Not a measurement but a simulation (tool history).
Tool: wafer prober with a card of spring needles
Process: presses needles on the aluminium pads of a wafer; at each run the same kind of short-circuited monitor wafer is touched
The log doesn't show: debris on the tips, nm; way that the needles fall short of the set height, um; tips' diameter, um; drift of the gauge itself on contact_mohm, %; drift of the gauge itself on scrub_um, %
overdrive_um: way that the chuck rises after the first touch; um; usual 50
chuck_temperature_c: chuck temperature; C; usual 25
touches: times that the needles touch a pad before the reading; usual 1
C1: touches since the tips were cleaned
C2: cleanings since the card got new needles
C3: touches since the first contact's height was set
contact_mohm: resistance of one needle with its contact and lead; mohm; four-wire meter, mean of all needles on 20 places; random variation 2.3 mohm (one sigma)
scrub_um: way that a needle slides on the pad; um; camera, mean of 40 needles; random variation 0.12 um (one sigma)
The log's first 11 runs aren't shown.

{"run": 12, "hour": 124.4, "overdrive_um": 50, "chuck_temperature_c": 25, "touches": 1, "C1": 1359, "C2": 41, "C3": 80471, "contact_mohm": 251, "scrub_um": 7.76}
{"hour": 127.3, "done": "tips cleaned on abrasive film"}
{"hour": 138.8, "done": "tips cleaned on abrasive film"}
{"run": 13, "hour": 141.3, "overdrive_um": 50, "chuck_temperature_c": 25, "touches": 1, "C1": 414, "C2": 43, "C3": 83257, "contact_mohm": 253, "scrub_um": 7.39}
{"hour": 149.8, "done": "tips cleaned on abrasive film"}
{"run": 14, "hour": 152.8, "overdrive_um": 50, "chuck_temperature_c": 25, "touches": 1, "C1": 508, "C2": 44, "C3": 85153, "contact_mohm": 250, "scrub_um": 7.49}
{"hour": 160.7, "done": "tips cleaned on abrasive film"}
{"run": 15, "hour": 165.1, "overdrive_um": 50, "chuck_temperature_c": 27, "touches": 1, "C1": 718, "C2": 45, "C3": 87173, "contact_mohm": 251, "scrub_um": 7.84}
{"hour": 171.8, "done": "tips cleaned on abrasive film"}
{"run": 16, "hour": 177.4, "overdrive_um": 50, "chuck_temperature_c": 27, "touches": 1, "C1": 927, "C2": 46, "C3": 89203, "contact_mohm": 251, "scrub_um": 7.76}
{"hour": 182.8, "done": "tips cleaned on abrasive film"}
{"run": 17, "hour": 190.0, "overdrive_um": 50, "chuck_temperature_c": 27, "touches": 2, "C1": 1200, "C2": 47, "C3": 91283, "contact_mohm": 254, "scrub_um": 7.73}
{"hour": 194.8, "done": "tips cleaned on abrasive film"}
{"run": 18, "hour": 197.5, "overdrive_um": 61, "chuck_temperature_c": 27, "touches": 2, "C1": 443, "C2": 48, "C3": 92517, "contact_mohm": 250, "scrub_um": 9.42}
{"hour": 206.2, "done": "tips cleaned on abrasive film"}
{"run": 19, "hour": 206.2, "overdrive_um": 57, "chuck_temperature_c": 64, "touches": 2, "C1": 3, "C2": 49, "C3": 93949, "contact_mohm": 256, "scrub_um": 8.79}
{"hour": 217.9, "done": "tips cleaned on abrasive film"}
{"run": 20, "hour": 219.1, "overdrive_um": 57, "chuck_temperature_c": 108, "touches": 1, "C1": 205, "C2": 50, "C3": 96074, "contact_mohm": 274, "scrub_um": 8.81}
{"hour": 229.8, "done": "tips cleaned on abrasive film"}
{"run": 21, "hour": 230.9, "overdrive_um": 34, "chuck_temperature_c": 25, "touches": 2, "C1": 179, "C2": 51, "C3": 98019, "contact_mohm": 262, "scrub_um": 5.15}
{"hour": 241.1, "done": "tips cleaned on abrasive film"}
{"run": 22, "hour": 243.4, "overdrive_um": 34, "chuck_temperature_c": 25, "touches": 2, "C1": 382, "C2": 52, "C3": 100086, "contact_mohm": 262, "scrub_um": 5.36}
{"hour": 252.7, "done": "tips cleaned on abrasive film"}
{"run": 23, "hour": 259.3, "overdrive_um": 50, "chuck_temperature_c": 52, "touches": 3, "C1": 1093, "C2": 53, "C3": 102709, "contact_mohm": 261, "scrub_um": 7.6}
{"hour": 264.9, "done": "tips cleaned on abrasive film"}
{"run": 24, "hour": 269.5, "overdrive_um": 50, "chuck_temperature_c": 52, "touches": 3, "C1": 764, "C2": 54, "C3": 104388, "contact_mohm": 263, "scrub_um": 7.79}
{"hour": 276.4, "done": "tips cleaned on abrasive film"}
{"run": 25, "hour": 278.7, "overdrive_um": 48, "chuck_temperature_c": 62, "touches": 2, "C1": 382, "C2": 55, "C3": 105912, "contact_mohm": 261, "scrub_um": 7.55}
{"hour": 288.6, "done": "tips cleaned on abrasive film"}
{"run": 26, "hour": 293.5, "overdrive_um": 50, "chuck_temperature_c": 64, "touches": 3, "C1": 812, "C2": 56, "C3": 108345, "contact_mohm": 265, "scrub_um": 7.66}
{"hour": 299.5, "done": "tips cleaned on abrasive film"}
{"hour": 310.6, "done": "tips cleaned on abrasive film"}
{"run": 27, "hour": 310.6, "overdrive_um": 66, "chuck_temperature_c": 105, "touches": 1, "C1": 0, "C2": 58, "C3": 111159, "contact_mohm": 268, "scrub_um": 10.1}

The next listed run, before its measurement:
{"hour": 322.7, "done": "tips cleaned on abrasive film"}
{"run": 28, "hour": 325.6, "overdrive_um": 60, "chuck_temperature_c": 25, "touches": 2, "C1": 468, "C2": 59, "C3": 113632, "contact_mohm": "?", "scrub_um": "?"}

Run 28 gave contact_mohm 249 mohm, scrub_um 8.97 um.
Without the tool's hidden state the same run would have given contact_mohm 249 mohm, scrub_um 8.97 um.
